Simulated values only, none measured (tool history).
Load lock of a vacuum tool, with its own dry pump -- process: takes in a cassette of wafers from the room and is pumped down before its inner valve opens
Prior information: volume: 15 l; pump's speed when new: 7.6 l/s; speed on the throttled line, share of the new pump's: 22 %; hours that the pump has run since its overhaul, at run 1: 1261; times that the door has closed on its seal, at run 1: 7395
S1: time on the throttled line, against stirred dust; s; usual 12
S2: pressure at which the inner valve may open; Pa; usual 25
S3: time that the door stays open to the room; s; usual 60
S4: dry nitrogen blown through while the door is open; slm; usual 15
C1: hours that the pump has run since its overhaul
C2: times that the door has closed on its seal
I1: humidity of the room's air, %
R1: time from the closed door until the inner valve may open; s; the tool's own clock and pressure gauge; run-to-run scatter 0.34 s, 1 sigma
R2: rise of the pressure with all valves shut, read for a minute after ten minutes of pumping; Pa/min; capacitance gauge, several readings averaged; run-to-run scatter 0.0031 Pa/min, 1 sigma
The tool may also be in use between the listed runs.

| run | day | S1 | S2 | S3 | S4 | C1 | C2 | I1 | R1 | R2 |
|---|---|---|---|---|---|---|---|---|---|---|
| 1 | 0.000 | 12 | 25 | 60 | 15 | 1261 | 7395 | 43.3 | 26.3 | 0.078 |
| 2 | 7.258 | 8 | 25 | 60 | 15 | 1435 | 7766 | 42.8 | 23.2 | 0.084 |
| 3 | 15.525 | 8 | 25 | 60 | 15 | 1634 | 8188 | 42.2 | 23.6 | 0.082 |
| 4 | 20.904 | 12 | 33 | 60 | 15 | 1763 | 8463 | 46.3 | 25.4 | 0.088 |
| 5 | 27.650 | 12 | 25 | 60 | 15 | 1925 | 8807 | 40.3 | 26.5 | 0.086 |
| 6 | 37.462 | 12 | 41 | 60 | 15 | 2160 | 9308 | 47.0 | 24.8 | 0.094 |
| 7 | 41.733 | 12 | 41 | 60 | 15 | 2263 | 9526 | 46.2 | 25.4 | 0.096 |
| 8 | 48.038 | 12 | 41 | 60 | 15 | 2414 | 9848 | 44.1 | 25.5 | 0.099 |
| 9 | 57.383 | 12 | 41 | 60 | 15 | 2638 | 10325 | 45.9 | 25.4 | 0.100 |
| 10 | 63.275 | 12 | 41 | 60 | 15 | 2780 | 10626 | 43.9 | 25.5 | 0.090 |
| 11 | 67.354 | 15 | 25 | 60 | 15 | 2878 | 10834 | 44.1 | 29.2 | 0.088 |
| 12 | 76.229 | 15 | 25 | 60 | 15 | 3091 | 11287 | 46.6 | 29.0 | 0.101 |
| 13 | 82.479 | 12 | 23 | 60 | 15 | 3241 | 11606 | 44.3 | 26.7 | 0.094 |
| 14 | 90.717 | 12 | 23 | 60 | 15 | 3438 | 12027 | 46.6 | 26.6 | 0.100 |
| 15 | 96.683 | 12 | 25 | 60 | 15 | 3582 | 12331 | 47.0 | 26.9 | 0.098 |
| 16 | 100.967 | 12 | 25 | 60 | 16 | 3684 | 12550 | 38.8 | 26.6 | 0.089 |
| 17 | 105.146 | 23 | 25 | 60 | 15 | 3785 | 12763 | 44.8 | 34.4 | 0.103 |
| 18 | 114.404 | 23 | 37 | 60 | 15 | 4007 | 13236 | 46.1 | 34.0 | 0.098 |
| 19 | 122.396 | 23 | 37 | 60 | 15 | 4199 | 13644 | 45.6 | 34.6 | 0.104 |
| 20 | 129.262 | 7 | 20 | 60 | 31 | 4364 | 13994 | 46.2 | 23.5 | 0.093 |
| 21 | 138.742 | 7 | 20 | 60 | 31 | 4591 | 14478 | 43.6 | 23.6 | 0.079 |
| 22 | 147.550 | 14 | 25 | 63 | 15 | 4802 | 14928 | 44.3 | 28.0 | 0.104 |
| 23 | 152.783 | 14 | 46 | 63 | 10 | 4928 | 15195 | 44.5 | 26.9 | 0.112 |
| 24 | 159.792 | 14 | 30 | 151 | 10 | 5096 | 15553 | 43.8 | 27.3 | 0.168 |
| 25 | 169.475 | 14 | 30 | 151 | 10 | 5329 | 16047 | 46.4 | 27.8 | 0.177 |
| 26 | 175.779 | 12 | 25 | 91 | 13 | 5480 | 16369 | 48.9 | 27.5 | 0.148 |
| 27 | 182.746 | 12 | 25 | 60 | 39 | 5647 | 16725 | 46.2 | 26.6 | 0.091 |
| 28 | 192.100 | 12 | 25 | 60 | 39 | 5872 | 17202 | 46.3 | 26.7 | 0.087 |
| 29 | 200.125 | 12 | 30 | 161 | 18 | 6064 | 17612 | 46.4 | 26.5 | 0.155 |
| 30 | 209.042 | 12 | 30 | 161 | 18 | 6278 | 18067 | 44.2 | 26.3 | 0.157 |
| 31 | 213.100 | 12 | 30 | 161 | 18 | 6376 | 18274 | 40.6 | 26.3 | 0.155 |
| 32 | 219.621 | 12 | 47 | 60 | 5 | 6532 | 18607 | 43.7 | 26.1 | 0.143 |
| 33 | 228.175 | 12 | 47 | 60 | 5 | 6737 | 19044 | 43.1 | 25.3 | 0.139 |
| 34 | 236.912 | 12 | 39 | 101 | 35 | 6947 | 19490 | 48.1 | 26.4 | 0.122 |
| 35 | 243.154 | 12 | 39 | 101 | 35 | 7097 | 19809 | 45.6 | 25.4 | 0.114 |
| 36 | 252.967 | 12 | 39 | 101 | 35 | 7332 | 20309 | 43.0 | 26.6 | 0.112 |
| 37 | 261.629 | 15 | 29 | 170 | 35 | 7540 | 20752 | 49.2 | 28.3 | 0.146 |

Each row is a separate what-if for the run after 37, all from the same tool condition, not one after another. Results?
| A | 271.292 | 23 | 26 | 60 | 17 | 7772 | 21245 | 42.0 | ? | ? |
| B | 271.292 | 15 | 29 | 70 | 35 | 7772 | 21245 | 48.0 | ? | ? |
| C | 271.292 | 12 | 25 | 60 | 6 | 7772 | 21245 | 42.9 | ? | ? |

| run | R1 | R2 |
|---|---|---|
| A | 35.6 | 0.120 |
| B | 29.6 | 0.115 |
| C | 27.0 | 0.144 |
Without the tool's unlogged condition, the same runs would have read:
| run | R1 | R2 |
|---|---|---|
| A | 34.7 | 0.064 |
| B | 28.6 | 0.059 |
| C | 25.8 | 0.087 |
